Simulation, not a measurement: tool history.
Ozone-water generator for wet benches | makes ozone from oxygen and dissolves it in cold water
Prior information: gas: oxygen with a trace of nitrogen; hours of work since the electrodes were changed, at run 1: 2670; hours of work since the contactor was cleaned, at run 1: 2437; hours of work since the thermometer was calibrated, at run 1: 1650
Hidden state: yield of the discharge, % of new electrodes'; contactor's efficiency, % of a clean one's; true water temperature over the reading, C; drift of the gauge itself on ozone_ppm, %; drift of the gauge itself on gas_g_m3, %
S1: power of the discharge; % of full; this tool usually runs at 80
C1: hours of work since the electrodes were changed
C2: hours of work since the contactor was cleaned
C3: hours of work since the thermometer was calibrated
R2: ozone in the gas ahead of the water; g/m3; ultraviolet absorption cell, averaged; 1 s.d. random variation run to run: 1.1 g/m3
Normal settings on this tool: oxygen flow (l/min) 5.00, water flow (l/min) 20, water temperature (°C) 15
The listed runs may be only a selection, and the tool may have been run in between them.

{"run": 1, "hour": 0.0, "S1": 80, "oxygen flow (l/min)": 5.0, "water flow (l/min)": 20, "water temperature (°C)": 15, "C1": 2670, "C2": 2437, "C3": 1650, "dissolved ozone (ppm)": 24.0, "R2": 196.0}
{"run": 2, "hour": 117.4, "S1": 80, "oxygen flow (l/min)": 5.0, "water flow (l/min)": 20, "water temperature (°C)": 15, "C1": 2775, "C2": 2541, "C3": 1755, "dissolved ozone (ppm)": 23.7, "R2": 198.1}
{"run": 3, "hour": 269.2, "S1": 80, "oxygen flow (l/min)": 5.0, "water flow (l/min)": 14, "water temperature (°C)": 15, "C1": 2910, "C2": 2676, "C3": 1890, "dissolved ozone (ppm)": 30.2, "R2": 195.7}
{"run": 4, "hour": 404.4, "S1": 80, "oxygen flow (l/min)": 5.0, "water flow (l/min)": 14, "water temperature (°C)": 15, "C1": 3030, "C2": 2796, "C3": 2010, "dissolved ozone (ppm)": 30.6, "R2": 195.9}
{"run": 5, "hour": 537.2, "S1": 75, "oxygen flow (l/min)": 5.0, "water flow (l/min)": 20, "water temperature (°C)": 15, "C1": 3148, "C2": 2914, "C3": 2128, "dissolved ozone (ppm)": 22.9, "R2": 189.9}
{"run": 6, "hour": 643.9, "S1": 75, "oxygen flow (l/min)": 5.0, "water flow (l/min)": 20, "water temperature (°C)": 15, "C1": 3243, "C2": 3009, "C3": 2223, "dissolved ozone (ppm)": 22.8, "R2": 186.9}
{"run": 7, "hour": 739.6, "S1": 75, "oxygen flow (l/min)": 5.0, "water flow (l/min)": 20, "water temperature (°C)": 15, "C1": 3328, "C2": 3094, "C3": 2308, "dissolved ozone (ppm)": 22.7, "R2": 187.1}
{"hour": 760.6, "done": "contactor cleaned"}
{"run": 8, "hour": 847.8, "S1": 51, "oxygen flow (l/min)": 5.0, "water flow (l/min)": 20, "water temperature (°C)": 15, "C1": 3420, "C2": 78, "C3": 2401, "dissolved ozone (ppm)": 17.8, "R2": 144.1}
{"run": 9, "hour": 968.6, "S1": 80, "oxygen flow (l/min)": 5.0, "water flow (l/min)": 30, "water temperature (°C)": 15, "C1": 3528, "C2": 185, "C3": 2508, "dissolved ozone (ppm)": 17.1, "R2": 194.5}
{"run": 10, "hour": 1087.6, "S1": 80, "oxygen flow (l/min)": 5.0, "water flow (l/min)": 20, "water temperature (°C)": 15, "C1": 3634, "C2": 291, "C3": 2614, "dissolved ozone (ppm)": 23.9, "R2": 195.5}
{"run": 11, "hour": 1201.8, "S1": 70, "oxygen flow (l/min)": 5.0, "water flow (l/min)": 20, "water temperature (°C)": 15, "C1": 3735, "C2": 392, "C3": 2716, "dissolved ozone (ppm)": 22.2, "R2": 179.7}
{"run": 12, "hour": 1301.6, "S1": 70, "oxygen flow (l/min)": 5.0, "water flow (l/min)": 20, "water temperature (°C)": 15, "C1": 3824, "C2": 481, "C3": 2804, "dissolved ozone (ppm)": 21.9, "R2": 179.2}
{"run": 13, "hour": 1420.4, "S1": 80, "oxygen flow (l/min)": 5.0, "water flow (l/min)": 20, "water temperature (°C)": 15, "C1": 3930, "C2": 587, "C3": 2910, "dissolved ozone (ppm)": 24.1, "R2": 195.4}
{"run": 14, "hour": 1553.2, "S1": 80, "oxygen flow (l/min)": 2.61, "water flow (l/min)": 20, "water temperature (°C)": 15, "C1": 4048, "C2": 705, "C3": 3028, "dissolved ozone (ppm)": 24.2, "R2": 306.2}
{"run": 15, "hour": 1634.7, "S1": 67, "oxygen flow (l/min)": 4.21, "water flow (l/min)": 32, "water temperature (°C)": 15, "C1": 4120, "C2": 777, "C3": 3101, "dissolved ozone (ppm)": 14.3, "R2": 195.2}

Forecast run 16:
{"run": 16, "hour": 1733.5, "S1": 65, "oxygen flow (l/min)": 3.92, "water flow (l/min)": 20, "water temperature (°C)": 9, "C1": 4208, "C2": 865, "C3": 3188, "dissolved ozone (ppm)": "?", "R2": "?"}

{"run 16": {"dissolved ozone (ppm)": 22.9, "R2": 200.5}}
If the tool had no hidden condition, the same run with the same run-to-run variation would have returned dissolved ozone (ppm) 22.9, R2 200.8 g/m3.
